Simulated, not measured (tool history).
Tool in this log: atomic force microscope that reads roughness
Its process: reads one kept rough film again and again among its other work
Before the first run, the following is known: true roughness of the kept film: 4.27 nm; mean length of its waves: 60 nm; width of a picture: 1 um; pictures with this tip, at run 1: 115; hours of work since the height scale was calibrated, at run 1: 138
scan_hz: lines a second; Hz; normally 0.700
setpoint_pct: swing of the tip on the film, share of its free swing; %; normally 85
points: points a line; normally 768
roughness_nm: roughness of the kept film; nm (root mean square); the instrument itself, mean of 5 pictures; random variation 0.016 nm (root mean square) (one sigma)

run	day	scan_hz	setpoint_pct	points	pictures with this tip	hours of work since the height scale was calibrated	roughness_nm
1	0.000	0.700	85	768	115	138	3.624
2	1.000	0.700	85	768	172	156	3.498
3	1.708	0.700	85	768	212	169	3.441
4	2.483	0.700	85	768	255	183	3.384
# day 2.912: new tip fitted
5	3.238	0.700	85	768	19	197	3.850
6	3.879	0.700	85	768	55	208	3.756
7	5.100	1.798	85	768	124	231	3.340
8	5.896	1.798	85	768	169	245	3.270
9	7.121	0.700	85	922	238	268	3.396
10	7.712	0.700	85	259	271	278	3.345
# day 7.796: new tip fitted
11	9.108	0.700	85	259	74	303	3.724
12	10.221	0.700	85	259	137	324	3.559
13	11.404	1.417	85	768	203	345	3.298
14	12.217	1.105	85	768	249	360	3.287
# day 12.717: new tip fitted
15	13.504	1.105	64	768	44	383	3.894
16	14.842	3.556	86	443	120	408	2.991
17	15.450	1.760	86	291	154	419	3.323
18	16.821	3.639	85	768	231	444	2.865
# day 17.625: new tip fitted
19	18.162	0.700	59	768	30	468	4.013
20	18.783	0.700	84	768	65	479	3.781
21	19.600	0.700	72	452	111	494	3.731
22	20.504	0.700	72	371	162	511	3.639

Branching from run 22: 3 alternative next runs. What would each branch give?
A	21.671	0.627	69	263	228	532	?
B	21.671	0.700	72	385	228	532	?
C	21.671	0.700	67	768	228	532	?

run	roughness_nm
A	3.536
B	3.495
C	3.555
Had the tool no hidden state, the same runs would have come out as:
run	roughness_nm
A	3.991
B	3.946
C	4.011
